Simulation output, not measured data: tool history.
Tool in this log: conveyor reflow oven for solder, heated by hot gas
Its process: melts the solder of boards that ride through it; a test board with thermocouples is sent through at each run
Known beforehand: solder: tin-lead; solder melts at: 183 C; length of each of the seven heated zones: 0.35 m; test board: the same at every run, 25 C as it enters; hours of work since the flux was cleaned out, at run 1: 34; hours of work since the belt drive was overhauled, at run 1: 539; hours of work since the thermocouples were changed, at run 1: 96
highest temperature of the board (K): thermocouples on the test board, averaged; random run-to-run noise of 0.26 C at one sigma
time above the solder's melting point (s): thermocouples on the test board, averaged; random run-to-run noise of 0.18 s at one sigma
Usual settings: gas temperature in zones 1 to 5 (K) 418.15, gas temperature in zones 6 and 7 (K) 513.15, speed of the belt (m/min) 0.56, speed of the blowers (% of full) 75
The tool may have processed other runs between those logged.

run,hour,gas temperature in zones 1 to 5 (K),gas temperature in zones 6 and 7 (K),speed of the belt (m/min),speed of the blowers (% of full),hours of work since the flux was cleaned out,hours of work since the belt drive was overhauled,hours of work since the thermocouples were changed,highest temperature of the board (K),time above the solder's melting point (s)
1,0,418.15,513.15,0.56,75,34,539,96,502.05,67.5
2,33.2,418.15,513.15,0.56,75,57,563,119,501.35,67.3
3,89.9,418.15,513.15,0.583,75,97,603,159,501.45,63.9
4,117.2,418.15,513.15,0.583,75,116,622,178,500.95,64.3
5,147.8,418.15,513.15,0.56,75,138,644,200,501.65,67.3
6,200.6,422.15,513.15,0.56,75,175,681,237,502.05,68.8
7,250.7,430.15,506.15,0.463,53,210,716,272,497.85,85
# hour 307.3: flux residue cleaned out of gas plates and filters
8,311.3,430.15,506.15,0.463,53,3,755,311,498.15,85.2
9,335.7,427.15,506.15,0.463,53,20,772,328,497.55,83.8
10,386.9,409.15,513.15,0.56,75,56,808,364,500.55,64.2
11,437.1,418.15,513.15,0.479,54,91,844,400,502.35,79.8

The logged runs with the hidden state left out (each run's random variation unchanged):
Hidden conditions of the tool in this case: heat that the gas passes to the board, % of a clean oven's; belt's true speed, % of the reading; true gas temperature in zones 6 and 7 over the reading, C; drift of the gauge itself on peak_c, C; drift of the gauge itself on liquid_s, %.
run,highest temperature of the board (K),time above the solder's melting point (s)
1,502.25,67
2,501.75,66.8
3,501.95,63.5
4,501.55,63.9
5,502.35,66.9
6,502.85,68.4
7,498.65,84.4
8,498.55,84.3
9,497.95,83
10,501.15,63.7
11,502.95,79.1

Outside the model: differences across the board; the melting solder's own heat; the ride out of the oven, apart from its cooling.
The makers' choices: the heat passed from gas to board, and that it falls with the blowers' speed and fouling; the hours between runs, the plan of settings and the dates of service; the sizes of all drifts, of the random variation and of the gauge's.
